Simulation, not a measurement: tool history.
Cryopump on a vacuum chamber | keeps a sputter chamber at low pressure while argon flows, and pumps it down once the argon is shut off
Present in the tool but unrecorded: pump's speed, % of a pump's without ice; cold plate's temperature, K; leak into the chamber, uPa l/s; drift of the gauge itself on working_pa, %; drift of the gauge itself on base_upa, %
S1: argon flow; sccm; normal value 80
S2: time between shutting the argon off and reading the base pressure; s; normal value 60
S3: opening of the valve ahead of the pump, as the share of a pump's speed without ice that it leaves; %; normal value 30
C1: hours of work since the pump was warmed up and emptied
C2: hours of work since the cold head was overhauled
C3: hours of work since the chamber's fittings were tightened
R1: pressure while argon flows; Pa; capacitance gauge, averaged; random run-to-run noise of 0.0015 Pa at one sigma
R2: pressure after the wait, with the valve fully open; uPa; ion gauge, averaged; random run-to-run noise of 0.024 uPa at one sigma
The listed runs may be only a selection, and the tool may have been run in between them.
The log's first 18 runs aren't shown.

run,day,S1,S2,S3,C1,C2,C3,R1,R2
19,15.292,36,60,30,441,441,2973,0.1592,1.58
20,16.079,59,269,26,449,449,2981,0.3,1.02
21,16.612,94,60,56,455,455,2987,0.2325,1.55
22,17.462,102,80,56,463,463,2995,0.2541,1.34
23,18.412,132,60,17,472,472,3004,1.0186,1.54
24,19.504,34,64,17,483,483,3015,0.2635,1.49
25,20.225,34,196,17,491,491,3022,0.262,1.11
26,21.054,80,22,41,499,499,3031,0.2679,2.69
27,22.088,80,22,41,509,509,3041,0.2685,2.68
28,23.033,78,31,56,518,518,3050,0.1961,2.11
29,24.042,78,31,56,529,529,3061,0.197,2.2
30,25.15,97,150,56,540,540,3072,0.2461,1.27
31,25.962,43,68,20,548,548,3080,0.2848,1.52
32,26.925,129,149,20,557,557,3089,0.8532,1.18
33,28.004,151,149,51,568,568,3100,0.417,1.24
34,28.821,39,94,51,576,576,3108,0.1069,1.38
35,29.454,80,67,17,582,582,3114,0.6244,1.58

3 options for the next run, each taken on its own from the tool as it stands now. Forecast them:
A,30.596,80,75,25,594,594,3126,?,?
B,30.596,80,203,30,594,594,3126,?,?
C,30.596,101,132,17,594,594,3126,?,?

run,R1,R2
A,0.4319,1.45
B,0.3647,1.17
C,0.7838,1.23
The same runs, with their run-to-run variation unchanged, on a tool lacking any hidden condition would have given:
run,R1,R2
A,0.4102,0.71
B,0.3429,0.41
C,0.7566,0.49
